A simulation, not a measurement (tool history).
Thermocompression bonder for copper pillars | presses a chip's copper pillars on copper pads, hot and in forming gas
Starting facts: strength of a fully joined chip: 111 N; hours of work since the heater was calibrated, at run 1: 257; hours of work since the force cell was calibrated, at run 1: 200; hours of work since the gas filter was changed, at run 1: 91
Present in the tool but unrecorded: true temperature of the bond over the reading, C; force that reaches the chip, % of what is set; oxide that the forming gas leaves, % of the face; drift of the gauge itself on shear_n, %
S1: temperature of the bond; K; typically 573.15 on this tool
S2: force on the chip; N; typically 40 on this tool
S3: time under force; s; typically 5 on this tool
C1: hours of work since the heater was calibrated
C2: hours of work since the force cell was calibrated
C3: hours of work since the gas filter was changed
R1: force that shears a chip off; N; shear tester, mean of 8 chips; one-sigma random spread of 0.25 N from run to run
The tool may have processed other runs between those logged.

run	hour	S1	S2	S3	C1	C2	C3	R1
1	0.0	573.15	40	5	257	200	91	50.4
2	10.9	573.15	40	5	262	206	96	50.9
3	23.9	575.15	40	5	268	212	103	51.6
4	31.0	575.15	40	8	272	215	106	60.3
# hour 39.0: forming gas filter changed
5	40.2	574.15	40	5	276	220	1	53.3
6	48.6	574.15	40	5	280	224	5	53.4
7	56.1	574.15	40	5	284	227	8	53.0
8	66.0	573.15	40	5	289	232	13	52.2
9	72.8	573.15	40	7	292	236	17	58.1
10	84.9	573.15	40	5	298	241	22	52.0
11	91.4	573.15	40	5	301	245	26	51.7
# hour 93.9: force cell calibrated
12	105.8	573.15	40	3	307	6	32	43.3
13	113.7	573.15	29	3	311	10	36	30.2
14	122.0	573.15	40	5	315	14	40	52.2
15	134.0	573.15	40	5	321	20	46	51.5
16	145.8	573.15	58	5	327	25	51	71.3
17	152.1	573.15	40	5	330	28	54	51.4
18	160.3	573.15	40	5	334	32	58	51.6
# hour 171.9: force cell calibrated, once more
19	175.4	573.15	35	5	341	2	65	44.6
20	188.9	573.15	40	5	347	8	72	50.6
21	199.3	573.15	40	5	352	13	77	50.7
22	206.0	573.15	49	8	356	17	80	69.5
23	218.6	573.15	49	8	362	23	86	69.6
24	225.1	573.15	49	8	365	26	89	69.6
25	239.7	573.15	49	8	372	33	96	69.3
26	247.2	601.15	49	4	376	37	100	74.2
27	261.7	601.15	29	4	383	44	107	47.0
# hour 267.1: forming gas filter changed
28	275.3	544.15	29	4	389	50	4	21.4
29	283.7	564.15	45	11	393	54	8	67.2
30	297.6	586.15	34	4	400	61	15	47.5
31	307.7	595.15	37	3	405	66	20	52.1
32	318.0	573.15	26	5	410	71	25	32.7
33	326.4	573.15	34	5	414	75	29	44.0
34	337.4	578.15	32	3	419	80	34	36.0
35	349.4	577.15	45	5	425	86	40	59.8
36	356.4	559.15	47	5	429	90	44	49.7
37	369.4	544.15	40	8	435	96	50	39.9
38	378.5	573.15	40	10	439	101	54	64.1
39	385.9	548.15	56	7	443	104	58	56.1
40	393.7	570.15	40	5	447	108	62	48.7
41	402.7	594.15	40	5	451	112	66	64.8

Branching from run 41: 3 alternative next runs. What would each branch give?
A	409.0	573.15	40	5	454	115	69	?
B	409.0	558.15	38	5	454	115	69	?
C	409.0	555.15	40	3	454	115	69	?

run	R1
A	50.5
B	39.1
C	31.8
Stripped of hidden state, with their random variation kept, the same runs would have yielded:
run	R1
A	54.0
B	42.0
C	34.3
